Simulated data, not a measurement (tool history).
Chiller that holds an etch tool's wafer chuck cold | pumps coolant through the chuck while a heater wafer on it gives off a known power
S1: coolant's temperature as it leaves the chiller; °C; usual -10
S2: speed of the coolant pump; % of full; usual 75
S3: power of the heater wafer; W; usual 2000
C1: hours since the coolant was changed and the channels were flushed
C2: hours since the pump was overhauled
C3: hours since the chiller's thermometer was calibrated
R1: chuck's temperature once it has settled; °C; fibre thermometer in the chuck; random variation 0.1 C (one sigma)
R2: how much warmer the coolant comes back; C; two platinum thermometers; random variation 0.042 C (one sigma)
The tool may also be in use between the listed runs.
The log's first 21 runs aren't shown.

{"run": 22, "hour": 868.8, "S1": -20, "S2": 75, "S3": 1997, "C1": 2431, "C2": 1763, "C3": 4097, "R1": -2.6, "R2": 9.72}
{"run": 23, "hour": 931.0, "S1": -20, "S2": 91, "S3": 1534, "C1": 2493, "C2": 1825, "C3": 4159, "R1": -8.4, "R2": 5.99}
{"run": 24, "hour": 964.3, "S1": -20, "S2": 99, "S3": 1534, "C1": 2526, "C2": 1858, "C3": 4192, "R1": -9.1, "R2": 5.5}
{"run": 25, "hour": 1009.0, "S1": -10, "S2": 64, "S3": 2000, "C1": 2571, "C2": 1903, "C3": 4237, "R1": 9.5, "R2": 11.67}
{"run": 26, "hour": 1048.7, "S1": -10, "S2": 64, "S3": 2000, "C1": 2611, "C2": 1943, "C3": 4277, "R1": 9.4, "R2": 11.54}
{"run": 27, "hour": 1103.5, "S1": -10, "S2": 64, "S3": 2000, "C1": 2665, "C2": 1997, "C3": 4332, "R1": 9.2, "R2": 11.6}
{"run": 28, "hour": 1142.7, "S1": -17, "S2": 75, "S3": 2000, "C1": 2705, "C2": 2037, "C3": 4371, "R1": 0.1, "R2": 9.78}
{"run": 29, "hour": 1201.8, "S1": -11, "S2": 75, "S3": 2569, "C1": 2764, "C2": 2096, "C3": 4430, "R1": 11.2, "R2": 12.61}
{"run": 30, "hour": 1240.8, "S1": -10, "S2": 70, "S3": 1147, "C1": 2803, "C2": 2135, "C3": 4469, "R1": 0.2, "R2": 6.18}
{"run": 31, "hour": 1285.3, "S1": -5, "S2": 75, "S3": 1749, "C1": 2847, "C2": 2179, "C3": 4513, "R1": 10.2, "R2": 8.64}

Forecast each of these 5 alternatives for the next run:
{"run": "A", "hour": 1341.8, "S1": -1, "S2": 75, "S3": 2000, "C1": 2904, "C2": 2236, "C3": 4570, "R1": "?", "R2": "?"}
{"run": "B", "hour": 1341.8, "S1": -5, "S2": 75, "S3": 2977, "C1": 2904, "C2": 2236, "C3": 4570, "R1": "?", "R2": "?"}
{"run": "C", "hour": 1341.8, "S1": -10, "S2": 75, "S3": 1166, "C1": 2904, "C2": 2236, "C3": 4570, "R1": "?", "R2": "?"}
{"run": "D", "hour": 1341.8, "S1": -15, "S2": 85, "S3": 2000, "C1": 2904, "C2": 2236, "C3": 4570, "R1": "?", "R2": "?"}
{"run": "E", "hour": 1341.8, "S1": -6, "S2": 69, "S3": 1749, "C1": 2904, "C2": 2236, "C3": 4570, "R1": "?", "R2": "?"}

run=A R1=16.4 R2=9.85
run=B R1=20.7 R2=14.54
run=C R1=0.0 R2=5.80
run=D R1=0.8 R2=8.56
run=E R1=9.9 R2=9.49
Without the tool's hidden state the same runs would have given:
run=A R1=16.3 R2=9.64
run=B R1=20.7 R2=14.32
run=C R1=0.0 R2=5.59
run=D R1=0.8 R2=8.35
run=E R1=9.9 R2=9.27

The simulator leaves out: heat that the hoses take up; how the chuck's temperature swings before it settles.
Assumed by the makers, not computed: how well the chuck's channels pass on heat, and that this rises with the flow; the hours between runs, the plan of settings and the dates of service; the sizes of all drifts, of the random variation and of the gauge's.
